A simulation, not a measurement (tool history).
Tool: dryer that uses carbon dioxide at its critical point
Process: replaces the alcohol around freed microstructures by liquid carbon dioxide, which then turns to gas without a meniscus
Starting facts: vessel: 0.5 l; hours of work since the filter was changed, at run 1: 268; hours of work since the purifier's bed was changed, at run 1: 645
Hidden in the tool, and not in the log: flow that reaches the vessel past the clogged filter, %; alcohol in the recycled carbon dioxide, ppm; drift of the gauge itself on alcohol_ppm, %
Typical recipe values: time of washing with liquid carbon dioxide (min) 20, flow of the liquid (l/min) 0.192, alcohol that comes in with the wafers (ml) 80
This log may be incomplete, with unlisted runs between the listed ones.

run   hour  time of washing with liquid carbon dioxide (min)  flow of the liquid (l/min)  alcohol that comes in with the wafers (ml)  hours of work since the filter was changed  hours of work since the purifier's bed was changed  alcohol left in the vessel before it's heated (ppm by volume)
  1      0                                                20                       0.192                                          80                                         268                                                 645                                                            549
  2   33.4                                                20                       0.192                                          80                                         284                                                 661                                                            569
      43.7  -- inlet filter changed
  3     68                                                20                       0.192                                          80                                          12                                                 677                                                            327
  4   87.4                                                20                       0.192                                          23                                          21                                                 687                                                            112
  5  119.3                                                20                       0.192                                          28                                          36                                                 702                                                            136
  6  154.2                                                20                       0.192                                          28                                          53                                                 719                                                            135
  7    186                                                20                       0.192                                          28                                          68                                                 734                                                            142
  8    204                                                20                       0.192                                          80                                          77                                                 743                                                            373
  9  220.1                                                20                       0.192                                          80                                          85                                                 750                                                            384
 10  241.3                                                20                       0.192                                          80                                          95                                                 760                                                            401
 11  257.4                                                20                       0.192                                          80                                         102                                                 768                                                            406
 12  288.2                                                17                       0.167                                          55                                         117                                                 783                                                           1362
 13  321.7                                                25                       0.192                                          45                                         133                                                 799                                                             68
 14  347.7                                                20                       0.192                                          55                                         146                                                 811                                                            308
 15  365.5                                                29                       0.192                                          21                                         154                                                 820                                                             30
 16  388.4                                                20                       0.192                                          29                                         165                                                 831                                                            179
 17  420.3                                                32                       0.173                                          24                                         180                                                 846                                                             34
 18  435.5                                                24                       0.173                                          72                                         188                                                 853                                                            285
 19  468.6                                                24                        0.31                                          81                                         204                                                 869                                                             37
 20  483.3                                                24                        0.31                                          81                                         211                                                 876                                                             21
 21  499.7                                                20                       0.133                                          21                                         218                                                 884                                                            841
 22  531.1                                                22                       0.191                                          24                                         234                                                 899                                                            114

Hidden state at the last listed run before each entry between runs and at the first one after, where it differs:
Between runs 2 and 3: inlet filter changed (hour 43.7)
  flow that reaches the vessel past the clogged filter, %: 90.4 -> 99.3; alcohol in the recycled carbon dioxide, ppm: 20.8 -> 21.1
  measured result minus the result with no hidden state, alcohol left in the vessel before it's heated (ppm by volume): +262 -> +29

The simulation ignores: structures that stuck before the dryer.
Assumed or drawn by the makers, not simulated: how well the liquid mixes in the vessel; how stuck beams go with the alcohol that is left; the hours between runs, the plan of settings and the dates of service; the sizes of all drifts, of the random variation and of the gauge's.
